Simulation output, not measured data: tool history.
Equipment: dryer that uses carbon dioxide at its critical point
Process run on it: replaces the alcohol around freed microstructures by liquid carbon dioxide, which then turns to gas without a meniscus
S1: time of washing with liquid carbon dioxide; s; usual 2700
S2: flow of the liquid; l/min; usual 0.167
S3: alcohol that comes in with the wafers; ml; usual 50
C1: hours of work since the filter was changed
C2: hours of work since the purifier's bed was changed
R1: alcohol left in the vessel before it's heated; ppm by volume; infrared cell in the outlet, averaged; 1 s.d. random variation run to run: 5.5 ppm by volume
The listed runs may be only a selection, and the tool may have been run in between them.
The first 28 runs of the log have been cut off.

run   hour    S1     S2  S3   C1   C2    R1
 29  399.5  2580  0.175  97  151  413   600
 30  409.6  2580  0.175  97  157  419   612
 31  426.8  2580  0.175  97  167  429   602
 32  443.8  2040  0.121  50  177  439  2807
 33  458.8  2280  0.203  24  186  448   291
 34  468.5  1740  0.247  48  191  453   490
 35  476.9  1740  0.114  77  196  458  7508
 36  487.1  1740  0.114  77  202  464  7450
 37  496.7  1740  0.114  77  208  470  7566
 38  505.3  1740  0.114  77  213  475  7665
 39  519.2  1740  0.114  77  221  483  7656
 40  533.6  1800  0.184  99  229  491  2291

Each row is a separate what-if for the run after 40, all from the same tool condition, not one after another. Results?
  A  543.4  1800  0.105   99  235  497   ?
  B  543.4  2700  0.238  101  235  497   ?
  C  543.4  2520  0.184  101  235  497   ?

run     R1
  A  10967
  B    275
  C    686
Had the tool no hidden state, the same runs would have come out as:
run    R1
  A  8532
  B    30
  C   273
